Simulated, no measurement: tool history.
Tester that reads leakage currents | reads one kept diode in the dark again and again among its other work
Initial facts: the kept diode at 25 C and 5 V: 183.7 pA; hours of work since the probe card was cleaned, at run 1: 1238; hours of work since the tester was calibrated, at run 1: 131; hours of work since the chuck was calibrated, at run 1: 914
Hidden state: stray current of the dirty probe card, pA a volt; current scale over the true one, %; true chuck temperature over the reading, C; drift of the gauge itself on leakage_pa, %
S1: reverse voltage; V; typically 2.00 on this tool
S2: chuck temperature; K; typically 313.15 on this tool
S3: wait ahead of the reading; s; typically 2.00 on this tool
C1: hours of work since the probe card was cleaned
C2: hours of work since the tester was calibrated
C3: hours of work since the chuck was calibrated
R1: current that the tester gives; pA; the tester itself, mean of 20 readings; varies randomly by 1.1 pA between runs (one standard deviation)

{"run": 1, "hour": 0.0, "S1": 2.0, "S2": 313.15, "S3": 2.0, "C1": 1238, "C2": 131, "C3": 914, "R1": 348.62}
{"run": 2, "hour": 139.3, "S1": 2.0, "S2": 313.15, "S3": 2.0, "C1": 1296, "C2": 188, "C3": 972, "R1": 348.65}
{"run": 3, "hour": 199.1, "S1": 2.0, "S2": 313.15, "S3": 2.0, "C1": 1321, "C2": 213, "C3": 997, "R1": 347.65}
{"run": 4, "hour": 327.2, "S1": 2.0, "S2": 313.15, "S3": 2.0, "C1": 1374, "C2": 266, "C3": 1050, "R1": 346.27}
{"hour": 351.3, "done": "probe card cleaned and baked"}
{"run": 5, "hour": 428.6, "S1": 2.0, "S2": 313.15, "S3": 2.0, "C1": 32, "C2": 307, "C3": 1091, "R1": 348.18}
{"run": 6, "hour": 512.4, "S1": 2.0, "S2": 313.15, "S3": 2.0, "C1": 67, "C2": 342, "C3": 1126, "R1": 348.65}
{"run": 7, "hour": 570.6, "S1": 2.0, "S2": 313.15, "S3": 2.0, "C1": 91, "C2": 366, "C3": 1150, "R1": 348.09}
{"run": 8, "hour": 636.8, "S1": 2.0, "S2": 313.15, "S3": 5.13, "C1": 119, "C2": 394, "C3": 1177, "R1": 348.0}
{"run": 9, "hour": 695.8, "S1": 2.0, "S2": 313.15, "S3": 5.13, "C1": 143, "C2": 418, "C3": 1202, "R1": 347.81}
{"run": 10, "hour": 755.1, "S1": 2.0, "S2": 313.15, "S3": 2.0, "C1": 168, "C2": 443, "C3": 1226, "R1": 348.78}
{"run": 11, "hour": 821.1, "S1": 2.0, "S2": 313.15, "S3": 2.0, "C1": 195, "C2": 470, "C3": 1254, "R1": 347.12}
{"run": 12, "hour": 908.3, "S1": 2.0, "S2": 313.15, "S3": 2.0, "C1": 231, "C2": 506, "C3": 1290, "R1": 347.2}
{"hour": 957.4, "done": "probe card cleaned and baked, once more"}
{"run": 13, "hour": 1002.9, "S1": 1.43, "S2": 309.15, "S3": 0.58, "C1": 19, "C2": 545, "C3": 1328, "R1": 210.39}
{"run": 14, "hour": 1076.7, "S1": 1.46, "S2": 309.15, "S3": 0.4, "C1": 50, "C2": 575, "C3": 1359, "R1": 214.54}
{"run": 15, "hour": 1153.7, "S1": 1.46, "S2": 309.15, "S3": 0.4, "C1": 82, "C2": 607, "C3": 1391, "R1": 213.95}
{"run": 16, "hour": 1279.3, "S1": 4.12, "S2": 333.15, "S3": 4.27, "C1": 134, "C2": 659, "C3": 1443, "R1": 1970.35}
{"run": 17, "hour": 1368.6, "S1": 2.96, "S2": 298.15, "S3": 1.19, "C1": 171, "C2": 696, "C3": 1480, "R1": 133.92}
{"run": 18, "hour": 1486.1, "S1": 4.58, "S2": 312.15, "S3": 1.1, "C1": 220, "C2": 745, "C3": 1529, "R1": 491.93}
{"run": 19, "hour": 1575.4, "S1": 4.58, "S2": 312.15, "S3": 0.54, "C1": 257, "C2": 782, "C3": 1566, "R1": 492.53}
{"run": 20, "hour": 1679.4, "S1": 15.11, "S2": 301.15, "S3": 0.54, "C1": 300, "C2": 825, "C3": 1609, "R1": 414.27}
{"run": 21, "hour": 1770.8, "S1": 15.11, "S2": 301.15, "S3": 0.54, "C1": 338, "C2": 863, "C3": 1647, "R1": 413.22}
{"run": 22, "hour": 1871.5, "S1": 2.0, "S2": 298.15, "S3": 7.19, "C1": 380, "C2": 905, "C3": 1689, "R1": 106.89}

Below are 4 alternative next runs, each starting from the tool's condition after run 22. Predict each:
{"run": "A", "hour": 1928.6, "S1": 5.46, "S2": 311.15, "S3": 0.46, "C1": 403, "C2": 929, "C3": 1713, "R1": "?"}
{"run": "B", "hour": 1928.6, "S1": 2.66, "S2": 327.15, "S3": 1.5, "C1": 403, "C2": 929, "C3": 1713, "R1": "?"}
{"run": "C", "hour": 1928.6, "S1": 17.6, "S2": 313.15, "S3": 0.59, "C1": 403, "C2": 929, "C3": 1713, "R1": "?"}
{"run": "D", "hour": 1928.6, "S1": 4.75, "S2": 311.15, "S3": 8.94, "C1": 403, "C2": 929, "C3": 1713, "R1": "?"}

run=A R1=501.60
run=B R1=1042.19
run=C R1=1095.55
run=D R1=466.17
What these runs would have given with no unlogged condition in the tool:
run=A R1=527.76
run=B R1=1096.46
run=C R1=1148.69
run=D R1=490.79
